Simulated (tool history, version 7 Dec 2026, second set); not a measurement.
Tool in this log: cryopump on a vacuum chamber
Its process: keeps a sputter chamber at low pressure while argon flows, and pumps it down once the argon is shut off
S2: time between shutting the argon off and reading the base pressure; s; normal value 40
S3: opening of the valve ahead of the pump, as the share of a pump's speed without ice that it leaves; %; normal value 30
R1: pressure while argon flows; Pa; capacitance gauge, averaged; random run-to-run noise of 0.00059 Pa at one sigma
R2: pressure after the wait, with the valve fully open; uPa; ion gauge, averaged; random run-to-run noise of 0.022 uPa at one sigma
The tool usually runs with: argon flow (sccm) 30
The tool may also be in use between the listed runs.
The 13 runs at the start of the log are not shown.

At hour 971.2: leaking fittings of the chamber tightened, without venting.
Run 14, hour 1047.5: usual settings but S2 78 s. Result: R1 0.0861 Pa, R2 0.45 uPa.
Run 15, hour 1159.4: usual settings. Result: R1 0.0872 Pa, R2 0.72 uPa.
Run 16, hour 1274.0: usual settings. Result: R1 0.0885 Pa, R2 0.78 uPa.
Run 17, hour 1381.2: usual settings. Result: R1 0.0897 Pa, R2 0.84 uPa.
At hour 1420.0: pump warmed up, emptied and cooled again.
Run 18, hour 1476.5: usual settings but argon flow (sccm) 24, S2 298 s. Result: R1 0.0634 Pa, R2 0.31 uPa.
Run 19, hour 1525.6: usual settings but argon flow (sccm) 21, S3 21 %. Result: R1 0.0779 Pa, R2 0.76 uPa.
Run 20, hour 1573.9: usual settings but S2 90 s, S3 55 %. Result: R1 0.0430 Pa, R2 0.49 uPa.
Run 21, hour 1649.0: usual settings but S2 67 s, S3 25 %. Result: R1 0.0949 Pa, R2 0.61 uPa.
Run 22, hour 1699.6: usual settings but argon flow (sccm) 37, S2 28 s, S3 25 %. Result: R1 0.1183 Pa, R2 1.01 uPa.
Run 23, hour 1783.2: usual settings but S3 54 %. Result: R1 0.0455 Pa, R2 0.84 uPa.
Run 24, hour 1837.2: usual settings but argon flow (sccm) 19, S3 56 %. Result: R1 0.0277 Pa, R2 0.82 uPa.
Run 25, hour 1915.7: usual settings but argon flow (sccm) 19, S3 56 %. Result: R1 0.0282 Pa, R2 0.85 uPa.
Run 26, hour 2010.6: usual settings but argon flow (sccm) 17, S2 62 s, S3 35 %. Result: R1 0.0395 Pa, R2 0.73 uPa.
Run 27, hour 2108.2: usual settings but argon flow (sccm) 54, S2 62 s, S3 32 %. Result: R1 0.1386 Pa, R2 0.76 uPa.
Run 28, hour 2206.1: usual settings but argon flow (sccm) 44, S2 271 s, S3 32 %. Result: R1 0.1134 Pa, R2 0.54 uPa.
Run 29, hour 2296.6: usual settings but argon flow (sccm) 29, S2 71 s, S3 32 %. Result: R1 0.0763 Pa, R2 0.77 uPa.
Run 30, hour 2406.9: usual settings but argon flow (sccm) 29, S2 71 s, S3 32 %. Result: R1 0.0775 Pa, R2 0.80 uPa.
Run 31, hour 2491.3: usual settings but argon flow (sccm) 25, S2 71 s, S3 43 %. Result: R1 0.0500 Pa, R2 0.87 uPa.
Run 32, hour 2567.8: usual settings but argon flow (sccm) 25, S2 208 s, S3 19 %. Result: R1 0.1090 Pa, R2 0.68 uPa.
Run 33, hour 2663.6: usual settings but argon flow (sccm) 54, S2 248 s. Result: R1 0.1559 Pa, R2 0.70 uPa.
Run 34, hour 2764.8: usual settings but argon flow (sccm) 54, S2 248 s. Result: R1 0.1562 Pa, R2 0.74 uPa.

3 options for the next run, each taken on its own from the tool as it stands now. Forecast them:
Run A, hour 2837.6: usual settings but argon flow (sccm) 29, S2 48 s. Result: R1 ?, R2 ?.
Run B, hour 2837.6: usual settings but argon flow (sccm) 29, S2 292 s, S3 24 %. Result: R1 ?, R2 ?.
Run C, hour 2837.6: usual settings but S2 105 s, S3 46 %. Result: R1 ?, R2 ?.

run      R1    R2
  A  0.0847  1.15
  B  0.1030  0.78
  C  0.0607  0.93
What these runs would have given with no unlogged condition in the tool:
run      R1    R2
  A  0.0748  0.56
  B  0.0931  0.19
  C  0.0503  0.34
